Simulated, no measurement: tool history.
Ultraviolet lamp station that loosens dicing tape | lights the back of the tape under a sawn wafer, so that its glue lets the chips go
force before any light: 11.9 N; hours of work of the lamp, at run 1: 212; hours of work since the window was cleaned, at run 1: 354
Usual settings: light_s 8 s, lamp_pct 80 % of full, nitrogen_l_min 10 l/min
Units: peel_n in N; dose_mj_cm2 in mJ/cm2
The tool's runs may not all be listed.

run,hour,light_s,lamp_pct,nitrogen_l_min,hours of work of the lamp,hours of work since the window was cleaned,peel_n,dose_mj_cm2
1,0.0,8,80,10,212,354,0.699,236
2,11.7,8,81,10,217,360,0.695,236
3,18.7,8,81,10,221,363,0.707,233
4,29.0,15,80,10,226,368,0.272,437
5,39.5,15,80,10,231,373,0.275,440
6,48.5,15,80,10,235,377,0.258,432
7,57.2,8,77,10,239,382,0.783,222
# hour 63.2: window cleaned of glue's vapour
8,65.4,8,77,10,243,1,0.578,255
9,74.5,8,77,10,247,5,0.570,255
10,79.5,8,77,10,250,8,0.569,259
11,91.0,8,84,10,255,13,0.489,281
12,100.5,8,80,10,260,18,0.535,266
13,112.0,8,80,6,265,23,0.826,262
14,116.7,8,78,10,267,26,0.581,258
15,128.2,8,78,10,273,31,0.585,254
16,133.6,8,77,10,275,34,0.602,253
17,142.2,8,80,10,279,38,0.558,260
18,148.7,6,80,10,283,41,1.058,193
19,157.7,8,80,5,287,45,1.010,259
20,166.2,8,80,10,291,49,0.560,265
21,171.7,12,60,14,294,52,0.373,292
22,179.3,16,80,14,297,55,0.242,520
23,188.7,9,76,10,302,60,0.505,275
24,196.5,5,99,16,305,64,0.708,201
25,202.1,5,94,12,308,66,0.975,190
26,210.1,8,81,10,312,70,0.548,260
27,218.9,4,66,10,316,74,3.012,104

Forecast run 28:
28,227.0,5,66,10,320,78,?,?

Run 28 gave peel_n 2.144 N, dose_mj_cm2 134 mJ/cm2.
Without the tool's hidden state the same run would have given peel_n 1.792 N, dose_mj_cm2 148 mJ/cm2.

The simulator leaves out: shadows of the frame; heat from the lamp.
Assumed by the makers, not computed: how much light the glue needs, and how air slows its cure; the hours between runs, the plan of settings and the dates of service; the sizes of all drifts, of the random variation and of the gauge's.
